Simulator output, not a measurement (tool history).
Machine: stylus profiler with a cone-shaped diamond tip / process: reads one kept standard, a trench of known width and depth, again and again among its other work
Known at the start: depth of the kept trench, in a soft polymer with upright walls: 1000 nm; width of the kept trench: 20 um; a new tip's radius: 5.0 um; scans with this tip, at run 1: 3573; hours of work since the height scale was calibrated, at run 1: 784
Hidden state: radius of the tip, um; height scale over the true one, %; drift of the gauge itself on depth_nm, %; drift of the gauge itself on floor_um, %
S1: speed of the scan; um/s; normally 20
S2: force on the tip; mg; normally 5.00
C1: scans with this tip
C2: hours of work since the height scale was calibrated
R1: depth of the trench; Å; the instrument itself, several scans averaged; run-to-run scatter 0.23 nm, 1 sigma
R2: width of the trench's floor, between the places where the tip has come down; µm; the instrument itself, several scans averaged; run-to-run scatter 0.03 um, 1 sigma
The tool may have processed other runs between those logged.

run 1 hour=0.0 | S1=20 S2=5.00 | C1=3573 C2=784 | R1=10118.4 R2=12.87
run 2 hour=31.1 | S1=20 S2=5.00 | C1=3671 C2=806 | R1=10123.1 R2=12.89
run 3 hour=68.2 | S1=47 S2=5.00 | C1=3788 C2=831 | R1=10120.3 R2=12.75
run 4 hour=100.1 | S1=47 S2=5.00 | C1=3889 C2=853 | R1=10124.6 R2=12.73
run 5 hour=121.8 | S1=20 S2=5.00 | C1=3957 C2=868 | R1=10121.8 R2=12.75
run 6 hour=145.7 | S1=20 S2=8.32 | C1=4033 C2=885 | R1=10158.2 R2=12.67
run 7 hour=182.1 | S1=20 S2=14.72 | C1=4148 C2=910 | R1=10217.8 R2=12.70
run 8 hour=202.1 | S1=20 S2=14.72 | C1=4210 C2=924 | R1=10215.8 R2=12.68
run 9 hour=238.7 | S1=20 S2=14.72 | C1=4326 C2=949 | R1=10216.7 R2=12.70
run 10 hour=271.6 | S1=20 S2=14.72 | C1=4429 C2=972 | R1=10219.2 R2=12.62
run 11 hour=293.0 | S1=20 S2=14.72 | C1=4497 C2=987 | R1=10214.9 R2=12.59
run 12 hour=319.6 | S1=20 S2=5.00 | C1=4581 C2=1005 | R1=10131.9 R2=12.61
run 13 hour=338.5 | S1=20 S2=12.66 | C1=4641 C2=1018 | R1=10201.7 R2=12.54
-- hour=340.9 height scale calibrated on a step standard
run 14 hour=369.7 | S1=20 S2=12.66 | C1=4737 C2=20 | R1=10231.6 R2=12.57
run 15 hour=407.8 | S1=20 S2=12.66 | C1=4857 C2=46 | R1=10233.6 R2=12.54
run 16 hour=443.1 | S1=29 S2=5.00 | C1=4969 C2=71 | R1=10159.3 R2=12.45
-- hour=465.5 height scale calibrated on a step standard, once more
run 17 hour=467.3 | S1=26 S2=11.39 | C1=5044 C2=1 | R1=10150.8 R2=12.43
run 18 hour=503.4 | S1=26 S2=11.39 | C1=5157 C2=26 | R1=10150.4 R2=12.40
run 19 hour=531.2 | S1=26 S2=11.39 | C1=5245 C2=45 | R1=10152.6 R2=12.36
run 20 hour=563.0 | S1=26 S2=11.39 | C1=5345 C2=67 | R1=10157.0 R2=12.35
run 21 hour=595.0 | S1=11 S2=11.12 | C1=5446 C2=90 | R1=10149.2 R2=12.33
run 22 hour=626.2 | S1=11 S2=11.12 | C1=5545 C2=111 | R1=10153.0 R2=12.30
run 23 hour=647.2 | S1=5 S2=13.17 | C1=5611 C2=126 | R1=10169.8 R2=12.29
run 24 hour=682.6 | S1=17 S2=7.47 | C1=5722 C2=150 | R1=10118.8 R2=12.25
run 25 hour=709.7 | S1=22 S2=8.64 | C1=5808 C2=169 | R1=10132.9 R2=12.23

Alternative continuations, all from the tool just after run 25; predict every row:
run A hour=746.6 | S1=10 S2=7.13 | C1=5924 C2=194 | R1=? R2=?
run B hour=746.6 | S1=20 S2=11.72 | C1=5924 C2=194 | R1=? R2=?
run C hour=746.6 | S1=80 S2=1.75 | C1=5924 C2=194 | R1=? R2=?
run D hour=746.6 | S1=10 S2=3.57 | C1=5924 C2=194 | R1=? R2=?
run E hour=746.6 | S1=6 S2=9.63 | C1=5924 C2=194 | R1=? R2=?

run=A R1=10117.6 R2=12.18
run=B R1=10160.4 R2=12.21
run=C R1=10053.3 R2=12.01
run=D R1=10078.7 R2=12.23
run=E R1=10145.5 R2=12.15
With no hidden state in the tool, these same runs would have given:
run=A R1=10105.8 R2=13.96
run=B R1=10148.5 R2=13.99
run=C R1=10041.6 R2=13.78
run=D R1=10066.9 R2=14.00
run=E R1=10133.6 R2=13.93

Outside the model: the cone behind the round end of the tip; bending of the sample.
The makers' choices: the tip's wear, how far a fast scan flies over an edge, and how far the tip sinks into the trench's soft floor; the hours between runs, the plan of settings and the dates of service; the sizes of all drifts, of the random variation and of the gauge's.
